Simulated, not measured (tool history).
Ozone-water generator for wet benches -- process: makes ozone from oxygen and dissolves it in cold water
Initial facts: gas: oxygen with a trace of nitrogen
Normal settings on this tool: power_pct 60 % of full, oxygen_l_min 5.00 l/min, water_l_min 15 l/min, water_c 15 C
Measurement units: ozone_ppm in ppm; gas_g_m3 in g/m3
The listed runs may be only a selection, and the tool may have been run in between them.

run,hour,power_pct,oxygen_l_min,water_l_min,water_c,ozone_ppm,gas_g_m3
1,0.0,60,5.00,15,15,23.4,157.3
# hour 51.2: water thermometer calibrated
2,70.6,60,5.00,15,15,23.2,158.8
3,100.9,60,5.00,15,15,23.3,158.9
4,166.8,60,5.00,15,15,23.5,159.0
5,220.2,60,5.00,9,15,30.9,160.1
6,279.2,60,5.00,12,15,26.8,160.2
7,336.6,60,5.00,15,9,25.5,160.0
8,381.5,60,5.00,15,9,25.5,160.0
9,438.4,60,5.00,15,9,25.7,162.2
10,507.3,60,5.00,15,9,25.6,160.5
11,559.7,60,5.00,15,9,25.9,161.9
12,598.0,60,5.00,15,9,25.6,161.4
13,634.3,60,5.00,15,21,21.1,161.0
14,704.1,60,5.00,9,21,27.7,162.9
15,751.0,60,4.54,15,15,23.5,170.9
16,806.5,60,4.54,15,15,23.2,169.2
17,876.4,73,3.20,16,8,26.2,226.9
18,906.0,58,3.81,12,15,26.6,185.1
# hour 963.7: gauge calibrated
19,974.9,52,2.60,9,8,32.6,204.5
20,1009.6,71,3.14,15,15,25.0,222.6
21,1065.1,47,4.65,15,7,22.8,144.8
22,1134.7,60,8.41,12,15,25.2,122.2
23,1168.9,60,8.41,12,15,24.9,121.9
24,1228.9,60,8.41,12,15,25.1,122.6
25,1273.9,76,4.84,13,15,29.0,187.8
26,1320.3,60,8.37,15,15,22.5,121.4
27,1391.9,60,8.37,9,15,28.0,122.5
28,1438.5,75,3.63,12,18,29.2,214.8
29,1469.1,90,4.93,10,9,40.7,201.9
30,1539.6,47,3.06,23,15,14.3,180.5
31,1593.8,86,6.58,12,9,35.2,171.4
32,1663.2,79,3.22,12,10,33.5,238.3

Predict each of these 3 candidate next runs independently; none follows another, all start after run 32:
A,1715.1,48,8.16,15,11,?,?
B,1715.1,54,5.00,15,15,?,?
C,1715.1,60,5.00,23,15,?,?

run,ozone_ppm,gas_g_m3
A,21.6,110.9
B,22.1,151.1
C,17.4,161.6
Stripped of hidden state, with their random variation kept, the same runs would have yielded:
run,ozone_ppm,gas_g_m3
A,21.6,108.4
B,22.1,147.8
C,17.4,158.1

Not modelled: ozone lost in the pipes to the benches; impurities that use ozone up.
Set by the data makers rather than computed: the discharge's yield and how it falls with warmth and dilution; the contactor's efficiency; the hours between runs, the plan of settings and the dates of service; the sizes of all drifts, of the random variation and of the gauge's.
